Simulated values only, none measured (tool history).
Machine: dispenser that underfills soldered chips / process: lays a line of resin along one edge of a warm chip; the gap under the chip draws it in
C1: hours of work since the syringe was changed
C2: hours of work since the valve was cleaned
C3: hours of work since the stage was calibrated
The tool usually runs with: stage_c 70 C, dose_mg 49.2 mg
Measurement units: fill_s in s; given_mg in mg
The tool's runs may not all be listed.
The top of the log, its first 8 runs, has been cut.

At hour 84.6: new syringe of resin.
Run 9, hour 92.7: usual settings but dose_mg 61.7 mg; C1 6; C2 14; C3 185. Result: fill_s 79.6 s, given_mg 61.24 mg.
At hour 93.8: new syringe of resin.
At hour 103.1: new syringe of resin.
Run 10, hour 107.3: usual settings but dose_mg 57.3 mg; C1 3; C2 24; C3 195. Result: fill_s 65.8 s, given_mg 56.48 mg.
At hour 112.1: new syringe of resin.
Run 11, hour 117.7: usual settings but dose_mg 57.3 mg; C1 4; C2 31; C3 202. Result: fill_s 72.1 s, given_mg 56.38 mg.
At hour 121.4: new syringe of resin.
At hour 130.3: new syringe of resin.
Run 12, hour 131.6: usual settings but dose_mg 57.3 mg; C1 1; C2 40; C3 211. Result: fill_s 60.3 s, given_mg 55.68 mg.
At hour 139.9: new syringe of resin.
Run 13, hour 140.1: usual settings but dose_mg 57.3 mg; C1 0; C2 46; C3 217. Result: fill_s 57.6 s, given_mg 55.06 mg.
At hour 149.5: new syringe of resin.
Run 14, hour 153: usual settings but dose_mg 44.3 mg; C1 2; C2 55; C3 226. Result: fill_s 68.7 s, given_mg 42.4 mg.
At hour 158.5: dispensing valve cleaned and set on the balance.
At hour 160.2: new syringe of resin.
Run 15, hour 163.7: usual settings but dose_mg 44.3 mg; C1 2; C2 3; C3 233. Result: fill_s 67.9 s, given_mg 44.49 mg.
At hour 169.4: new syringe of resin.
Run 16, hour 176.7: usual settings but dose_mg 44.3 mg; C1 5; C2 12; C3 242. Result: fill_s 80.6 s, given_mg 43.97 mg.
At hour 178.5: new syringe of resin.
At hour 188.2: new syringe of resin.
Run 17, hour 193.1: usual settings but dose_mg 44.3 mg; C1 4; C2 24; C3 253. Result: fill_s 75.5 s, given_mg 43.54 mg.
At hour 197.3: new syringe of resin.
At hour 206.4: new syringe of resin.
Run 18, hour 206.9: usual settings but stage_c 71 C, dose_mg 44.5 mg; C1 0; C2 33; C3 262. Result: fill_s 58 s, given_mg 43.2 mg.
At hour 216.3: new syringe of resin.
Run 19, hour 220.4: usual settings but stage_c 59 C, dose_mg 50.1 mg; C1 3; C2 42; C3 272. Result: fill_s 116.1 s, given_mg 48.27 mg.
At hour 225.6: new syringe of resin.
Run 20, hour 231.3: usual settings but stage_c 59 C, dose_mg 50.1 mg; C1 4; C2 50; C3 279. Result: fill_s 125.7 s, given_mg 48.54 mg.
At hour 235.5: new syringe of resin.
Run 21, hour 241.4: usual settings but dose_mg 60.4 mg; C1 4; C2 57; C3 286. Result: fill_s 71.6 s, given_mg 57.45 mg.
At hour 244.7: dispensing valve cleaned and set on the balance.
At hour 246: new syringe of resin.
At hour 255.7: new syringe of resin.
Run 22, hour 257.8: usual settings but dose_mg 60.4 mg; C1 1; C2 9; C3 297. Result: fill_s 61.2 s, given_mg 60.01 mg.
At hour 265.3: new syringe of resin.
Run 23, hour 266.4: usual settings but stage_c 80 C, dose_mg 47.8 mg; C1 1; C2 15; C3 303. Result: fill_s 38.7 s, given_mg 47.49 mg.
At hour 274.4: new syringe of resin.
Run 24, hour 274.4: usual settings but stage_c 59 C, dose_mg 51.4 mg; C1 0; C2 20; C3 308. Result: fill_s 99.5 s, given_mg 50.71 mg.
Run 25, hour 282.3: usual settings but stage_c 56 C, dose_mg 52.9 mg; C1 6; C2 26; C3 314. Result: fill_s 166.5 s, given_mg 52.1 mg.
At hour 283.9: new syringe of resin.
At hour 293.5: new syringe of resin.
Run 26, hour 294.6: usual settings but stage_c 56 C, dose_mg 43.5 mg; C1 1; C2 34; C3 322. Result: fill_s 126.9 s, given_mg 42.4 mg.
At hour 302.6: new syringe of resin.
Run 27, hour 306.2: usual settings but stage_c 61 C, dose_mg 59.6 mg; C1 2; C2 42; C3 330. Result: fill_s 101.9 s, given_mg 57.81 mg.
At hour 311.6: new syringe of resin.
Run 28, hour 314.6: usual settings but stage_c 76 C, dose_mg 55.5 mg; C1 2; C2 48; C3 336. Result: fill_s 49.1 s, given_mg 54.03 mg.
At hour 321.2: new syringe of resin.
Run 29, hour 327.8: usual settings but stage_c 56 C, dose_mg 63.1 mg; C1 5; C2 57; C3 345. Result: fill_s 150.6 s, given_mg 60.68 mg.
At hour 330.3: new syringe of resin.
At hour 331.3: dispensing valve cleaned and set on the balance.
Run 30, hour 336.9: usual settings but stage_c 57 C, dose_mg 57.8 mg; C1 4; C2 4; C3 350. Result: fill_s 140.1 s, given_mg 57.71 mg.
At hour 340.3: new syringe of resin.
At hour 349.5: new syringe of resin.
At hour 351.5: stage's temperature calibrated.
Run 31, hour 352.6: usual settings but stage_c 77 C, dose_mg 63.4 mg; C1 2; C2 14; C3 1. Result: fill_s 42.1 s, given_mg 63.27 mg.
At hour 360.4: new syringe of resin.
Run 32, hour 367.3: usual settings but stage_c 75 C, dose_mg 51.2 mg; C1 5; C2 24; C3 11. Result: fill_s 59.9 s, given_mg 50.57 mg.
At hour 370.1: new syringe of resin.
Run 33, hour 375.6: usual settings but stage_c 75 C, dose_mg 51.2 mg; C1 4; C2 30; C3 17. Result: fill_s 55.4 s, given_mg 50.15 mg.

Alternative continuations, all from the tool just after run 33; predict every row:
At hour 380.2: new syringe of resin.
Run A, hour 385.7: usual settings but stage_c 72 C, dose_mg 58.8 mg; C1 4; C2 37; C3 24. Result: fill_s ?, given_mg ?.
At hour 380.2: new syringe of resin.
Run B, hour 385.7: usual settings but stage_c 80 C, dose_mg 49.3 mg; C1 4; C2 37; C3 24. Result: fill_s ?, given_mg ?.
At hour 380.2: new syringe of resin.
Run C, hour 385.7: usual settings but stage_c 78 C, dose_mg 62.3 mg; C1 4; C2 37; C3 24. Result: fill_s ?, given_mg ?.
At hour 380.2: new syringe of resin.
Run D, hour 385.7: usual settings but dose_mg 60.5 mg; C1 4; C2 37; C3 24. Result: fill_s ?, given_mg ?.

run  fill_s  given_mg
  A    62.7     57.18
  B    45.3     48.06
  C    46.6     61.01
  D    69.6     58.89
Stripped of hidden state, with their random variation kept, the same runs would have yielded:
run  fill_s  given_mg
  A    49.1      58.6
  B    35.4     49.26
  C    36.5     62.53
  D    54.6     60.35
